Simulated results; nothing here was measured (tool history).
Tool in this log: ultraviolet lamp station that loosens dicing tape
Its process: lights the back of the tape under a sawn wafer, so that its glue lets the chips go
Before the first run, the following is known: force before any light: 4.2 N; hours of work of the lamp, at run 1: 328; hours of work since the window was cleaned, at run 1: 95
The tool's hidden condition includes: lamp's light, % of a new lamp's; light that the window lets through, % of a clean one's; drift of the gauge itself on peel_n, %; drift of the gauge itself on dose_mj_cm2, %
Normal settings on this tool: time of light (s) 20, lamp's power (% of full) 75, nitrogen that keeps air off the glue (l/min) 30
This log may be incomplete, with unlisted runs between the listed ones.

run  hour  time of light (s)  lamp's power (% of full)  nitrogen that keeps air off the glue (l/min)  hours of work of the lamp  hours of work since the window was cleaned  force that peels the tape off (N)  light that reached the tape (J/m2)
  1     0                 20                        75                                            30                        328                                          95                              0.672                                4930
  2   9.4                 20                        75                                            30                        333                                         100                              0.693                                4890
  3    23                 20                        74                                            30                        340                                         106                              0.728                                4800
  4  29.7                 20                        81                                            30                        343                                         110                              0.616                                5220
  5  42.6                 20                        81                                            30                        350                                         116                              0.618                                5210
     44.2  -- window cleaned of glue's vapour
  6  55.5                 28                        73                                            48                        356                                           6                              0.389                                6390
  7    64                 14                        86                                            44                        360                                          10                              0.885                                3780
  8  71.3                 18                        69                                            41                        364                                          14                              0.848                                3900
  9  78.8                 14                        77                                            30                        368                                          17                              1.155                                3400
 10  89.1                 14                        77                                            30                        373                                          23                               1.17                                3430

Branching from run 10: 4 alternative next runs. What would each branch give?
        98  -- window cleaned of glue's vapour, once more
  A  103.6                 32                        72                                            30                        380                                           3                                  ?                                   ?
        98  -- window cleaned of glue's vapour, once more
  B  103.6                 35                        96                                            52                        380                                           3                                  ?                                   ?
        98  -- window cleaned of glue's vapour, once more
  C  103.6                 13                        95                                            16                        380                                           3                                  ?                                   ?
        98  -- window cleaned of glue's vapour, once more
  D  103.6                 14                        77                                            42                        380                                           3                                  ?                                   ?

run  force that peels the tape off (N)  light that reached the tape (J/m2)
  A                              0.337                                7710
  B                              0.194                               11250
  C                              1.149                                4130
  D                              0.978                                3600
The same runs, with their run-to-run variation unchanged, on a tool lacking any hidden condition would have given:
run  force that peels the tape off (N)  light that reached the tape (J/m2)
  A                              0.288                                8560
  B                              0.185                               12490
  C                              1.007                                4590
  D                              0.847                                3990
